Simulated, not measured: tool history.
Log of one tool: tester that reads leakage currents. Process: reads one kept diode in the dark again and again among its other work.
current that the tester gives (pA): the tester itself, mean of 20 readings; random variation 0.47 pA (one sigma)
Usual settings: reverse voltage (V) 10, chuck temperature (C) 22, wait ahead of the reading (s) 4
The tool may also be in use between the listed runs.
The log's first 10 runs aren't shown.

run	hour	reverse voltage (V)	chuck temperature (C)	wait ahead of the reading (s)	hours of work since the probe card was cleaned	hours of work since the tester was calibrated	hours of work since the chuck was calibrated	current that the tester gives (pA)
# hour 334.9: chuck's temperature calibrated
11	344.9	10	22	4	1444	1817	7	177.71
12	390.7	10	35	4	1474	1848	37	425.65
13	415.7	10	35	4	1491	1865	54	424.69
14	456.1	10	35	4	1518	1891	81	423.61
15	493.1	10	35	4	1543	1916	105	426.13
16	531.6	10	35	4	1568	1942	131	428.34
# hour 537.1: tester calibrated
17	579.8	10	35	4	1599	28	162	432.11
18	628.5	10	35	4	1632	61	194	432.06
19	678.8	10	22	4	1665	94	228	184.49
# hour 692: tester calibrated, once more
20	709.9	10	22	4	1685	12	247	179.22
21	736.9	10	22	4	1703	30	265	178.44
22	758.6	10	22	4	1717	44	280	178.67
23	810.1	10	22	4	1751	79	314	179.99
24	848.1	10	22	4	1777	104	339	180.35
25	870.9	10	29	1.37	1792	119	355	287.81
26	897	4.4	29	0.84	1809	137	372	214.23
27	919.7	1.2	22	4	1824	152	387	83.46
28	951	1.2	22	4	1845	173	408	83.46
29	973.5	1.2	22	4	1860	188	423	83.63
30	998.4	1.2	22	4	1877	204	440	84.08

The next listed run, before its measurement:
31	1035.3	12.7	22	2.16	1901	229	464	?

Run 31 gave current that the tester gives (pA) 202.24.
Without the tool's hidden state the same run would have given current that the tester gives (pA) 170.46.
